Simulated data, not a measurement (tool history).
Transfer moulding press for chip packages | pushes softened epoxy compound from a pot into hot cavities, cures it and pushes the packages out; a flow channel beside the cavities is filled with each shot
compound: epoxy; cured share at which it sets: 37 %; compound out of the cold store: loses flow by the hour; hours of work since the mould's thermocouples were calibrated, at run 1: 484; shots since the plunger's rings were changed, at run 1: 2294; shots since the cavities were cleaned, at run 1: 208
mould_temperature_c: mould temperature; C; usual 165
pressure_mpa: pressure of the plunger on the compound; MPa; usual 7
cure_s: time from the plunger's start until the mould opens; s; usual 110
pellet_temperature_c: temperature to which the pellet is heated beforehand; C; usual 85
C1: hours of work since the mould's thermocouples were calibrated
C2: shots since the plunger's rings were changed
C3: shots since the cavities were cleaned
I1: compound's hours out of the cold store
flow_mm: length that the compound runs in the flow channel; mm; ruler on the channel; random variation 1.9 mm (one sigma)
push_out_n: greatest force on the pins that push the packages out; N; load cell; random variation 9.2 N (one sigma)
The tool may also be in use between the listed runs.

run 1 hour=0 | mould_temperature_c=165 pressure_mpa=7 cure_s=110 pellet_temperature_c=85 | C1=484 C2=2294 C3=208 | I1=16.9 | flow_mm=641 push_out_n=534
run 2 hour=20.1 | mould_temperature_c=165 pressure_mpa=7 cure_s=110 pellet_temperature_c=85 | C1=496 C2=2505 C3=419 | I1=39.2 | flow_mm=590 push_out_n=572
run 3 hour=37.5 | mould_temperature_c=164 pressure_mpa=7 cure_s=110 pellet_temperature_c=85 | C1=507 C2=2688 C3=602 | I1=33 | flow_mm=610 push_out_n=637
run 4 hour=57.2 | mould_temperature_c=165 pressure_mpa=7 cure_s=110 pellet_temperature_c=85 | C1=519 C2=2895 C3=809 | I1=35.6 | flow_mm=595 push_out_n=652
run 5 hour=68.4 | mould_temperature_c=165 pressure_mpa=7 cure_s=110 pellet_temperature_c=90 | C1=526 C2=3012 C3=926 | I1=27.7 | flow_mm=611 push_out_n=664
run 6 hour=86.5 | mould_temperature_c=165 pressure_mpa=7 cure_s=110 pellet_temperature_c=94 | C1=537 C2=3202 C3=1116 | I1=31.6 | flow_mm=603 push_out_n=688
-- hour=90.4 cavities cleaned with cleaning compound and waxed
run 7 hour=100.7 | mould_temperature_c=165 pressure_mpa=7 cure_s=110 pellet_temperature_c=94 | C1=544 C2=3335 C3=108 | I1=41.3 | flow_mm=584 push_out_n=478
run 8 hour=110 | mould_temperature_c=165 pressure_mpa=7 cure_s=110 pellet_temperature_c=83 | C1=550 C2=3434 C3=207 | I1=26.6 | flow_mm=620 push_out_n=537
run 9 hour=123.4 | mould_temperature_c=165 pressure_mpa=7 cure_s=140 pellet_temperature_c=85 | C1=558 C2=3574 C3=347 | I1=45.7 | flow_mm=575 push_out_n=436
run 10 hour=133.4 | mould_temperature_c=165 pressure_mpa=7 cure_s=140 pellet_temperature_c=85 | C1=564 C2=3679 C3=452 | I1=15.1 | flow_mm=635 push_out_n=470
run 11 hour=153.6 | mould_temperature_c=165 pressure_mpa=7 cure_s=140 pellet_temperature_c=85 | C1=577 C2=3892 C3=665 | I1=30.3 | flow_mm=604 push_out_n=488
run 12 hour=169.5 | mould_temperature_c=165 pressure_mpa=7 cure_s=110 pellet_temperature_c=85 | C1=586 C2=4059 C3=832 | I1=32.9 | flow_mm=598 push_out_n=672
run 13 hour=179.9 | mould_temperature_c=165 pressure_mpa=8.78 cure_s=110 pellet_temperature_c=85 | C1=593 C2=4168 C3=941 | I1=33.1 | flow_mm=668 push_out_n=691
-- hour=199.6 cavities cleaned with cleaning compound and waxed
run 14 hour=201.6 | mould_temperature_c=165 pressure_mpa=7 cure_s=93 pellet_temperature_c=85 | C1=605 C2=4380 C3=21 | I1=10.7 | flow_mm=645 push_out_n=704
run 15 hour=218.4 | mould_temperature_c=166 pressure_mpa=7 cure_s=135 pellet_temperature_c=82 | C1=615 C2=4557 C3=198 | I1=44.7 | flow_mm=571 push_out_n=417
run 16 hour=233.8 | mould_temperature_c=165 pressure_mpa=7.45 cure_s=150 pellet_temperature_c=76 | C1=624 C2=4719 C3=360 | I1=10.7 | flow_mm=662 push_out_n=442
run 17 hour=251 | mould_temperature_c=165 pressure_mpa=7.22 cure_s=149 pellet_temperature_c=85 | C1=635 C2=4898 C3=539 | I1=46.8 | flow_mm=573 push_out_n=486

Forecast run 18:
run 18 hour=263.9 | mould_temperature_c=165 pressure_mpa=7.22 cure_s=101 pellet_temperature_c=85 | C1=643 C2=5035 C3=676 | I1=14.6 | flow_mm=? push_out_n=?

flow_mm: 639 mm
push_out_n: 805 N
Without the tool's hidden state the same run would have given flow_mm 661 mm, push_out_n 499 N.
